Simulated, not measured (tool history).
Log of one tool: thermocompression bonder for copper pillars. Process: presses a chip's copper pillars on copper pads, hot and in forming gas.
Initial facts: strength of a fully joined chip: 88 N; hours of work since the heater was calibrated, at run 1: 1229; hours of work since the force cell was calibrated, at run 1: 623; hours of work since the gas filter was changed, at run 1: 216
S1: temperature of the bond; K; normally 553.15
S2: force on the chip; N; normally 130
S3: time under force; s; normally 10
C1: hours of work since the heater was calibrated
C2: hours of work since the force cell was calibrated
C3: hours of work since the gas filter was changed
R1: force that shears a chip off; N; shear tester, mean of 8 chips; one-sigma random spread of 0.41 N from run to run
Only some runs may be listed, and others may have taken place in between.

run    hour      S1   S2  S3    C1    C2   C3    R1
  1       0  553.15  130  10  1229   623  216  63.8
  2    41.9  553.15  130  10  1258   652  246    64
  3    63.6  553.15  160  10  1274   667  261    70
  4    90.2  553.15  130  10  1292   686  279  63.8
      127.8  -- forming gas filter changed
  5   133.2  553.15  130  10  1322   715    4  64.6
  6   164.8  553.15  130  10  1344   737   26  64.1
  7   206.2  553.15  130  10  1373   766   55  64.1
  8   236.1  553.15  130  10  1393   787   76  64.3
  9   261.3  553.15  130  10  1411   804   93  63.8
 10   291.5  553.15  130  10  1432   826  114  63.7
 11   327.8  553.15  130  10  1457   851  140  63.9
 12   353.9  553.15  133  10  1476   869  158  64.4
      367.3  -- heater calibrated with a thermocouple chip
 13   393.4  553.15  133  10    18   895  184  64.5
 14   424.9  553.15  133  10    40   917  206  64.3
 15   471.4  562.15  130  10    73   950  238  68.5
 16   503.2  565.15  130  10    95   972  260  70.4
 17     533  540.15  130  10   116   993  281  56.2
      567.2  -- forming gas filter changed
 18   574.2  540.15  181  10   144  1021    5    66
 19   608.6  540.15  181  10   168  1045   29  67.1
      619.4  -- force cell calibrated
 20     651  540.15  181  10   196    22   57  66.3
 21   686.1  553.15  130  10   221    47   82  64.7
 22   719.2  566.15  130  10   244    70  105  70.6
 23   740.4  551.15  105  17   259    84  120  64.9
 24   784.9  551.15  105  17   290   115  151    65
 25   808.2  551.15  105  17   306   132  167  64.9
 26   853.2  559.15   86  18   337   163  198  64.8
 27   887.3  529.15   89   6   361   187  222  32.6
 28   924.3  567.15  108  10   387   213  248    66
 29     960  565.15  108  29   412   238  273  79.5
 30   987.4  535.15   83  13   431   257  292    45
     1006.9  -- forming gas filter changed
 31    1030  535.15  137  19   460   286   16  64.9
 32  1049.6  578.15   91  12   474   300   30  70.3
 33  1070.7  523.15  130  21   489   314   44  58.4
 34  1108.7  523.15  130  21   515   341   71    59

Expected results for the next run?
 35  1143.8  523.15  130  21  540  365  95   ?

Run 35 produced R1 57.9 N.
With no hidden state in the tool, this same run would have given R1 57.9 N.

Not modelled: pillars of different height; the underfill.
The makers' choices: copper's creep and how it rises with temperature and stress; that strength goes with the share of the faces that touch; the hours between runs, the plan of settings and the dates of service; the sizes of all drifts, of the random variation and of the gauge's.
